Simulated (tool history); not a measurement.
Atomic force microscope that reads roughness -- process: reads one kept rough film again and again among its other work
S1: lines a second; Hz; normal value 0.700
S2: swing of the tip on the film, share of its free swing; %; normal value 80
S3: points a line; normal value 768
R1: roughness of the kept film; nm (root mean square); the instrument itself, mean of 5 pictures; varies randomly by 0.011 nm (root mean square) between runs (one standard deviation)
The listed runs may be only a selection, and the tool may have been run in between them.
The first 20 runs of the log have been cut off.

| run | hour | S1 | S2 | S3 | R1 |
|---|---|---|---|---|---|
| 21 | 169.4 | 2.329 | 82 | 768 | 2.045 |
| 22 | 178.6 | 2.329 | 82 | 768 | 2.038 |
| 23 | 187.2 | 2.329 | 82 | 287 | 1.974 |
| 24 | 193.2 | 2.385 | 75 | 684 | 2.100 |
| 25 | 202.7 | 0.990 | 74 | 768 | 2.307 |
| 26 | 208.5 | 0.990 | 74 | 768 | 2.300 |
| 27 | 217.3 | 2.431 | 74 | 389 | 2.034 |
| 28 | 229.4 | 2.431 | 74 | 389 | 2.009 |
| 29 | 240.7 | 0.700 | 70 | 768 | 2.253 |
| 30 | 251.2 | 0.700 | 70 | 768 | 2.239 |

Run 31 is up next; what results do you expect?
| 31 | 257.9 | 1.139 | 70 | 768 | ? |

Run 31 produced R1 2.159 nm (root mean square).
Were there no unlogged condition in the tool, this run, its random variation unchanged, would have produced R1 2.626 nm (root mean square).

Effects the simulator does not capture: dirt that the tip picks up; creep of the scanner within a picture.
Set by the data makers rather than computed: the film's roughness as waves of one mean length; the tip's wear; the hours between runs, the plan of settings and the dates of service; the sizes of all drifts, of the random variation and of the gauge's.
